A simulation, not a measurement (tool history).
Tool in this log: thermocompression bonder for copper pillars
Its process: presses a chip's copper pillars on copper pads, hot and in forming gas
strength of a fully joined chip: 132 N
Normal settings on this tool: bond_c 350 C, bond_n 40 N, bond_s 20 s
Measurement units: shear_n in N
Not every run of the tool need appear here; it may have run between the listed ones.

{"run": 1, "day": 0.0, "bond_c": 350, "bond_n": 40, "bond_s": 20, "shear_n": 66.0}
{"run": 2, "day": 0.358, "bond_c": 350, "bond_n": 40, "bond_s": 20, "shear_n": 66.5}
{"run": 3, "day": 0.688, "bond_c": 350, "bond_n": 40, "bond_s": 20, "shear_n": 66.1}
{"run": 4, "day": 0.988, "bond_c": 350, "bond_n": 40, "bond_s": 20, "shear_n": 66.6}
{"run": 5, "day": 1.492, "bond_c": 350, "bond_n": 40, "bond_s": 20, "shear_n": 66.2}
{"run": 6, "day": 1.754, "bond_c": 350, "bond_n": 40, "bond_s": 20, "shear_n": 66.4}
{"run": 7, "day": 2.083, "bond_c": 350, "bond_n": 40, "bond_s": 20, "shear_n": 66.0}
{"run": 8, "day": 2.45, "bond_c": 350, "bond_n": 40, "bond_s": 20, "shear_n": 65.8}
{"run": 9, "day": 3.062, "bond_c": 350, "bond_n": 39, "bond_s": 20, "shear_n": 64.8}
{"day": 3.346, "done": "forming gas filter changed"}
{"run": 10, "day": 3.446, "bond_c": 350, "bond_n": 35, "bond_s": 17, "shear_n": 59.8}
{"run": 11, "day": 4.025, "bond_c": 350, "bond_n": 40, "bond_s": 28, "shear_n": 77.2}
{"run": 12, "day": 4.346, "bond_c": 365, "bond_n": 40, "bond_s": 45, "shear_n": 95.7}
{"run": 13, "day": 4.962, "bond_c": 370, "bond_n": 30, "bond_s": 20, "shear_n": 66.2}

Here are 3 independent what-if runs from the current tool condition. What would each one return?
{"run": "A", "day": 5.542, "bond_c": 339, "bond_n": 38, "bond_s": 20, "shear_n": "?"}
{"run": "B", "day": 5.542, "bond_c": 343, "bond_n": 30, "bond_s": 20, "shear_n": "?"}
{"run": "C", "day": 5.542, "bond_c": 378, "bond_n": 30, "bond_s": 20, "shear_n": "?"}

run=A shear_n=61.5
run=B shear_n=54.3
run=C shear_n=69.8
Stripped of hidden state, with their random variation kept, the same runs would have yielded:
run=A shear_n=57.4
run=B shear_n=50.5
run=C shear_n=66.0
